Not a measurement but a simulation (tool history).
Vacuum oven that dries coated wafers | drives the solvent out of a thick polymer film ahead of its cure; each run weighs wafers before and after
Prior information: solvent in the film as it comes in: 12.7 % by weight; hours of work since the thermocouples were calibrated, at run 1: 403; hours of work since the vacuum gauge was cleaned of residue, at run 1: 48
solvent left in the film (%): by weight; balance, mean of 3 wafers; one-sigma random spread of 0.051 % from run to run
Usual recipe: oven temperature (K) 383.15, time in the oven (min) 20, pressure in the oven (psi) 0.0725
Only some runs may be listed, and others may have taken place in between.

run     day  oven temperature (K)  time in the oven (min)  pressure in the oven (psi)  hours of work since the thermocouples were calibrated  hours of work since the vacuum gauge was cleaned of residue  solvent left in the film (%)
  1       0                383.15                      20                      0.0725                                                    403                                                           48                          1.03
  2   0.388                391.15                      20                      0.0725                                                    408                                                           54                          0.35
  3   0.992                391.15                      20                      0.0725                                                    417                                                           62                           0.4
  4   1.621                386.15                      20                      0.0725                                                    426                                                           71                          0.66
  5   2.258                383.15                      20                      0.0725                                                    435                                                           81                          1.03
  6   2.771                383.15                      20                      0.0725                                                    443                                                           88                          1.08
  7   3.283                383.15                      20                      0.0725                                                    450                                                           95                          1.11
  8   3.654                385.15                      20                      0.0725                                                    456                                                          101                           0.9
  9    3.95                383.15                      20                      0.0725                                                    460                                                          105                          1.06
 10   4.446                383.15                      20                      0.1327                                                    467                                                          112                           1.3
 11   5.021                383.15                      20                      0.1327                                                    475                                                          121                          1.31
 12   5.492                383.15                      20                      0.1327                                                    482                                                          127                          1.39
 13   5.929                371.15                      19                      0.1327                                                    488                                                          134                          4.16
 14   6.388                397.15                      31                       0.054                                                    495                                                          140                          0.15
 15   6.762                397.15                      31                       0.054                                                    501                                                          146                          0.21
 16   7.192                394.15                      32                      0.0541                                                    507                                                          152                          0.17
 17   7.771                389.15                      23                      0.1236                                                    515                                                          160                          0.57
 18   8.108                389.15                      23                      0.1236                                                    520                                                          165                          0.64
 19   8.546                389.15                      23                      0.1236                                                    526                                                          172                          0.61
 20   8.858                373.15                      23                        0.16                                                    531                                                          176                          3.05
 21   9.475                383.15                      19                      0.0666                                                    540                                                          185                          1.23
 22    10.1                374.15                      31                      0.0753                                                    549                                                          194                          1.48
 23  10.508                374.15                      28                      0.0566                                                    555                                                          200                          1.74
 24  11.058                389.15                      28                       0.095                                                    563                                                          208                          0.48

Selected run-to-run steps in solvent left in the film (%), each split into two signed amounts: the part the tool would show with no hidden state at all (from settings, incoming material and random variation), and the remainder, which goes to the hidden state together with any gauge scatter not common to the measured and the hidden-state-free results:
Hidden state at play: true wafer temperature over the reading, C; true pressure over the reading, kPa; drift of the gauge itself on solvent_pct, %.
Run 12 -> 13: oven temperature (K) 383.15 -> 371.15, time in the oven (min) 20 -> 19. solvent left in the film (%) +2.77: hidden state -0.05, all else +2.82.
Run 13 -> 14: oven temperature (K) 371.15 -> 397.15, time in the oven (min) 19 -> 31, pressure in the oven (psi) 0.1327 -> 0.054. solvent left in the film (%) -4.01: hidden state +0.11, all else -4.12.
Run 19 -> 20: oven temperature (K) 389.15 -> 373.15, pressure in the oven (psi) 0.1236 -> 0.16. solvent left in the film (%) +2.44: hidden state -0.1, all else +2.54.
